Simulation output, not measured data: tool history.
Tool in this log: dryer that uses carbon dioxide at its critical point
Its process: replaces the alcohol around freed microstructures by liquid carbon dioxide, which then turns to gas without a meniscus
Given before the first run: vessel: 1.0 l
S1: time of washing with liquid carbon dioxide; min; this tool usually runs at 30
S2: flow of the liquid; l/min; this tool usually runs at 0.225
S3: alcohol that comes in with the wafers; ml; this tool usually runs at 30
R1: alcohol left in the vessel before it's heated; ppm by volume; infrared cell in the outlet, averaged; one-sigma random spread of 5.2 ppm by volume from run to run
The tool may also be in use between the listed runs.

run 1 hour=0.0 | S1=30 S2=0.225 S3=30 | R1=224
run 2 hour=21.4 | S1=30 S2=0.225 S3=30 | R1=238
run 3 hour=50.0 | S1=30 S2=0.197 S3=30 | R1=425
run 4 hour=78.1 | S1=30 S2=0.197 S3=30 | R1=455
run 5 hour=97.1 | S1=30 S2=0.197 S3=30 | R1=441
-- hour=121.0 inlet filter changed
run 6 hour=128.1 | S1=30 S2=0.197 S3=30 | R1=179
run 7 hour=150.5 | S1=30 S2=0.225 S3=30 | R1=98
run 8 hour=172.7 | S1=30 S2=0.225 S3=30 | R1=102
run 9 hour=190.1 | S1=40 S2=0.225 S3=30 | R1=28
run 10 hour=220.8 | S1=40 S2=0.225 S3=30 | R1=16
run 11 hour=256.5 | S1=40 S2=0.225 S3=30 | R1=27
run 12 hour=279.1 | S1=40 S2=0.225 S3=69 | R1=43
run 13 hour=299.5 | S1=30 S2=0.225 S3=30 | R1=120
run 14 hour=325.1 | S1=30 S2=0.225 S3=30 | R1=107
run 15 hour=349.5 | S1=30 S2=0.225 S3=30 | R1=113
run 16 hour=378.2 | S1=30 S2=0.225 S3=21 | R1=78
run 17 hour=406.1 | S1=30 S2=0.225 S3=21 | R1=87
run 18 hour=422.2 | S1=30 S2=0.225 S3=21 | R1=89
run 19 hour=446.0 | S1=30 S2=0.155 S3=30 | R1=599
run 20 hour=482.2 | S1=30 S2=0.223 S3=69 | R1=282
run 21 hour=516.1 | S1=37 S2=0.244 S3=28 | R1=32
run 22 hour=554.3 | S1=30 S2=0.225 S3=26 | R1=110
run 23 hour=573.2 | S1=47 S2=0.208 S3=63 | R1=35
run 24 hour=605.1 | S1=47 S2=0.208 S3=63 | R1=33
run 25 hour=626.7 | S1=40 S2=0.225 S3=60 | R1=61
run 26 hour=650.1 | S1=43 S2=0.157 S3=103 | R1=422
run 27 hour=672.6 | S1=30 S2=0.152 S3=108 | R1=2552
run 28 hour=694.4 | S1=26 S2=0.225 S3=39 | R1=366
run 29 hour=719.6 | S1=30 S2=0.225 S3=46 | R1=212
run 30 hour=746.2 | S1=27 S2=0.135 S3=114 | R1=5847
run 31 hour=782.2 | S1=26 S2=0.195 S3=74 | R1=1202
run 32 hour=813.1 | S1=20 S2=0.166 S3=86 | R1=5707
run 33 hour=831.0 | S1=20 S2=0.166 S3=86 | R1=5997
run 34 hour=847.9 | S1=35 S2=0.242 S3=75 | R1=107
run 35 hour=863.4 | S1=19 S2=0.172 S3=24 | R1=1775

Alternative continuations, all from the tool just after run 35; predict every row:
run A hour=898.5 | S1=36 S2=0.252 S3=30 | R1=?
run B hour=898.5 | S1=40 S2=0.172 S3=45 | R1=?
run C hour=898.5 | S1=30 S2=0.175 S3=30 | R1=?
run D hour=898.5 | S1=26 S2=0.352 S3=23 | R1=?
run E hour=898.5 | S1=36 S2=0.340 S3=65 | R1=?

run=A R1=38
run=B R1=204
run=C R1=468
run=D R1=46
run=E R1=33
Without the tool's hidden state the same runs would have given:
run=A R1=12
run=B R1=120
run=C R1=317
run=D R1=21
run=E R1=13
